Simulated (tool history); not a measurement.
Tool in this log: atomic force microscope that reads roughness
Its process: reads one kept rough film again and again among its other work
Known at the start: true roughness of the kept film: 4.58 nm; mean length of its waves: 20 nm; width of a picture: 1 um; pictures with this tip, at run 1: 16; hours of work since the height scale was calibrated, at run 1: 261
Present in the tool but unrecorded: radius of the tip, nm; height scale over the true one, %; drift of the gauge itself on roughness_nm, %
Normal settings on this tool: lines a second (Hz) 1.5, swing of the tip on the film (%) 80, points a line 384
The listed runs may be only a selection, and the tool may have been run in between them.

run,hour,lines a second (Hz),swing of the tip on the film (%),points a line,pictures with this tip,hours of work since the height scale was calibrated,roughness of the kept film (nm (root mean square))
1,0,1.5,80,384,16,261,2.471
2,17.4,1.5,80,384,33,269,2.167
3,25.5,1.5,80,384,41,274,2.053
4,41.9,1.5,80,384,56,282,1.877
5,56.6,1.5,80,384,70,289,1.732
# hour 58: new tip fitted
6,67.9,3.51,80,384,10,295,2.558
7,83.9,3.51,60,384,25,303,2.412
8,92.5,1.5,80,384,34,307,2.253
9,110.4,1.5,80,384,51,316,2.03
10,123.6,0.94,80,384,64,323,1.897
# hour 132.5: new tip fitted
11,133.3,1.5,80,384,1,328,2.926
12,148.5,1.5,80,506,15,335,2.569
13,158.3,1.5,61,506,25,340,2.47
14,173.7,1.5,84,384,40,348,2.125
15,189.5,1.5,80,384,55,356,1.924
16,198.7,1.5,80,384,64,361,1.813
# hour 206.3: new tip fitted
17,217,1.5,80,384,10,370,2.671
18,229.9,1.5,84,384,22,376,2.414
19,247.2,1.5,84,384,39,385,2.14
20,258.9,1.5,84,384,50,391,1.976
# hour 260.6: height scale calibrated on a step standard
21,274.1,1.5,65,384,64,7,1.895
# hour 281.6: new tip fitted
22,292.4,2.37,75,984,10,16,2.674
23,304.9,2.37,75,984,22,22,2.417
24,318.6,0.59,80,398,36,29,2.245
# hour 324.3: height scale calibrated on a step standard, once more
25,334.6,1.05,56,548,50,5,2.062
26,344.4,1.5,80,491,60,10,1.89
27,353.2,1.5,80,491,68,15,1.777
# hour 356.8: new tip fitted
28,364.8,0.61,88,491,8,20,2.806
29,382.6,1.65,60,331,25,29,2.409
30,392.4,1.83,85,273,34,34,2.126
31,400.3,1.5,69,893,42,38,2.163
32,409,1.5,69,622,50,43,2.056
33,422,1.5,83,268,63,49,1.795
# hour 430.9: new tip fitted
34,436,1.95,80,415,5,56,2.775
35,451.4,1.95,80,415,20,64,2.441
36,459.1,1.95,80,415,27,68,2.286
37,477,2.35,80,474,45,77,1.992
38,487.1,1.5,67,757,54,82,1.989
39,500.5,2.24,68,366,67,89,1.799
# hour 504.9: new tip fitted
40,511.7,1.5,65,384,7,94,2.834
41,520.6,1.5,65,384,15,99,2.681

Had the tool no unlogged condition, and each run kept its random variation, what would the results have been?
run,roughness of the kept film (nm (root mean square))
1,2.979
2,2.967
3,2.955
4,2.965
5,2.963
6,2.802
7,2.99
8,2.955
9,2.983
10,3.018
11,2.966
12,2.978
13,3.098
14,2.96
15,2.967
16,2.968
17,2.961
18,2.95
19,2.949
20,2.923
21,3.047
22,2.999
23,2.986
24,3.066
25,3.118
26,3.02
27,2.991
28,3.061
29,3.025
30,2.86
31,3.055
32,3.064
33,2.908
34,2.934
35,2.945
36,2.921
37,2.928
38,3.075
39,3.005
40,3.016
41,3.024

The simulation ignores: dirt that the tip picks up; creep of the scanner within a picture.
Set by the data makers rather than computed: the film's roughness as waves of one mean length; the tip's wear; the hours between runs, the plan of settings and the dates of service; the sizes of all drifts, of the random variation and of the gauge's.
